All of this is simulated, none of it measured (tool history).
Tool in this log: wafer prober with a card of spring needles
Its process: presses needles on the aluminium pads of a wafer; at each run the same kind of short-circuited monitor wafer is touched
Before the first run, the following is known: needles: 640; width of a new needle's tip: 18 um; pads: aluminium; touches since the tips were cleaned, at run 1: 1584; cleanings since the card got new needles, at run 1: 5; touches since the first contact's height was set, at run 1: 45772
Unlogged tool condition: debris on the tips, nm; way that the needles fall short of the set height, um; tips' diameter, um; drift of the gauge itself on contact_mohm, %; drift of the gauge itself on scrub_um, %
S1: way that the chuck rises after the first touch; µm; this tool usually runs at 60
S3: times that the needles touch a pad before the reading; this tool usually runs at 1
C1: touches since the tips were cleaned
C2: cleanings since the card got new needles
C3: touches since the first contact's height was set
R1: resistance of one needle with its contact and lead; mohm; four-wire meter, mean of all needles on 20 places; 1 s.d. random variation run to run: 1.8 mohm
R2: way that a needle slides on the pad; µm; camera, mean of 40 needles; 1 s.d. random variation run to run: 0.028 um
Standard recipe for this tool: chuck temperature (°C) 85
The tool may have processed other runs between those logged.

run 1 hour=0 | S1=60 chuck_temperature_(°C)=85 S3=1 | C1=1584 C2=5 C3=45772 | R1=180 R2=11.74
run 2 hour=9.6 | S1=60 chuck_temperature_(°C)=85 S3=1 | C1=3875 C2=5 C3=48063 | R1=179 R2=11.77
run 3 hour=19.1 | S1=60 chuck_temperature_(°C)=53 S3=1 | C1=6144 C2=5 C3=50332 | R1=174 R2=11.73
run 4 hour=24.1 | S1=60 chuck_temperature_(°C)=85 S3=1 | C1=7347 C2=5 C3=51535 | R1=179 R2=11.76
-- hour=27.9 tips cleaned on abrasive film
run 5 hour=31.6 | S1=60 chuck_temperature_(°C)=85 S3=1 | C1=894 C2=6 C3=53306 | R1=184 R2=11.73
run 6 hour=43.4 | S1=60 chuck_temperature_(°C)=85 S3=1 | C1=3700 C2=6 C3=56112 | R1=178 R2=11.73
run 7 hour=51.8 | S1=60 chuck_temperature_(°C)=85 S3=1 | C1=5703 C2=6 C3=58115 | R1=182 R2=11.74
run 8 hour=58.2 | S1=79 chuck_temperature_(°C)=85 S3=1 | C1=7241 C2=6 C3=59653 | R1=175 R2=15.47
-- hour=62 tips cleaned on abrasive film
run 9 hour=66.6 | S1=79 chuck_temperature_(°C)=85 S3=1 | C1=1115 C2=7 C3=61640 | R1=176 R2=15.43
run 10 hour=78.1 | S1=60 chuck_temperature_(°C)=85 S3=2 | C1=3848 C2=7 C3=64373 | R1=178 R2=11.71
run 11 hour=88.4 | S1=60 chuck_temperature_(°C)=85 S3=1 | C1=6312 C2=7 C3=66837 | R1=177 R2=11.72
-- hour=96.2 tips cleaned on abrasive film
run 12 hour=99.7 | S1=60 chuck_temperature_(°C)=85 S3=1 | C1=853 C2=8 C3=69530 | R1=180 R2=11.74
run 13 hour=110.3 | S1=60 chuck_temperature_(°C)=85 S3=1 | C1=3378 C2=8 C3=72055 | R1=180 R2=11.69
run 14 hour=119.4 | S1=60 chuck_temperature_(°C)=85 S3=1 | C1=5553 C2=8 C3=74230 | R1=177 R2=11.74
run 15 hour=124.5 | S1=60 chuck_temperature_(°C)=85 S3=1 | C1=6770 C2=8 C3=75447 | R1=181 R2=11.65
-- hour=130.5 tips cleaned on abrasive film
run 16 hour=134.3 | S1=60 chuck_temperature_(°C)=85 S3=1 | C1=899 C2=9 C3=77756 | R1=180 R2=11.64
run 17 hour=144.4 | S1=60 chuck_temperature_(°C)=85 S3=1 | C1=3309 C2=9 C3=80166 | R1=180 R2=11.71
run 18 hour=152.2 | S1=60 chuck_temperature_(°C)=85 S3=1 | C1=5192 C2=9 C3=82049 | R1=180 R2=11.66
run 19 hour=157.6 | S1=48 chuck_temperature_(°C)=33 S3=1 | C1=6475 C2=9 C3=83332 | R1=171 R2=9.31
-- hour=164.9 tips cleaned on abrasive film
run 20 hour=169 | S1=79 chuck_temperature_(°C)=33 S3=1 | C1=982 C2=10 C3=86019 | R1=162 R2=15.33
run 21 hour=179.1 | S1=60 chuck_temperature_(°C)=27 S3=2 | C1=3397 C2=10 C3=88434 | R1=167 R2=11.65
run 22 hour=186.1 | S1=42 chuck_temperature_(°C)=103 S3=1 | C1=5073 C2=10 C3=90110 | R1=194 R2=8.15
run 23 hour=195.1 | S1=69 chuck_temperature_(°C)=35 S3=2 | C1=7226 C2=10 C3=92263 | R1=168 R2=13.4
-- hour=199 tips cleaned on abrasive film
run 24 hour=203.3 | S1=71 chuck_temperature_(°C)=35 S3=3 | C1=1015 C2=11 C3=94191 | R1=167 R2=13.77
run 25 hour=214.7 | S1=71 chuck_temperature_(°C)=35 S3=3 | C1=3740 C2=11 C3=96916 | R1=169 R2=13.81
run 26 hour=220.5 | S1=68 chuck_temperature_(°C)=124 S3=2 | C1=5127 C2=11 C3=98303 | R1=187 R2=13.18
run 27 hour=225.6 | S1=68 chuck_temperature_(°C)=34 S3=2 | C1=6356 C2=11 C3=99532 | R1=169 R2=13.16
run 28 hour=232.2 | S1=68 chuck_temperature_(°C)=34 S3=2 | C1=7923 C2=11 C3=101099 | R1=169 R2=13.19
-- hour=233 tips cleaned on abrasive film
run 29 hour=243.7 | S1=60 chuck_temperature_(°C)=29 S3=2 | C1=2565 C2=12 C3=103830 | R1=170 R2=11.63
run 30 hour=254.6 | S1=43 chuck_temperature_(°C)=29 S3=3 | C1=5160 C2=12 C3=106425 | R1=174 R2=8.31
run 31 hour=264.3 | S1=55 chuck_temperature_(°C)=41 S3=1 | C1=7471 C2=12 C3=108736 | R1=171 R2=10.61
-- hour=267.7 tips cleaned on abrasive film
run 32 hour=272.5 | S1=61 chuck_temperature_(°C)=47 S3=1 | C1=1150 C2=13 C3=110695 | R1=171 R2=11.78
-- hour=277.3 height of the first contact set anew
run 33 hour=280.5 | S1=61 chuck_temperature_(°C)=47 S3=1 | C1=2974 C2=13 C3=762 | R1=174 R2=11.78
run 34 hour=285.9 | S1=59 chuck_temperature_(°C)=85 S3=1 | C1=4264 C2=13 C3=2052 | R1=180 R2=11.42

Predict each of these 3 candidate next runs independently; none follows another, all start after run 34:
run A hour=293.4 | S1=59 chuck_temperature_(°C)=86 S3=2 | C1=6059 C2=13 C3=3847 | R1=? R2=?
run B hour=293.4 | S1=58 chuck_temperature_(°C)=85 S3=2 | C1=6059 C2=13 C3=3847 | R1=? R2=?
run C hour=293.4 | S1=41 chuck_temperature_(°C)=89 S3=1 | C1=6059 C2=13 C3=3847 | R1=? R2=?

run=A R1=180 R2=11.37
run=B R1=179 R2=11.2
run=C R1=194 R2=7.94
Stripped of hidden state, with their random variation kept, the same runs would have yielded:
run=A R1=180 R2=11.51
run=B R1=179 R2=11.34
run=C R1=194 R2=8.03

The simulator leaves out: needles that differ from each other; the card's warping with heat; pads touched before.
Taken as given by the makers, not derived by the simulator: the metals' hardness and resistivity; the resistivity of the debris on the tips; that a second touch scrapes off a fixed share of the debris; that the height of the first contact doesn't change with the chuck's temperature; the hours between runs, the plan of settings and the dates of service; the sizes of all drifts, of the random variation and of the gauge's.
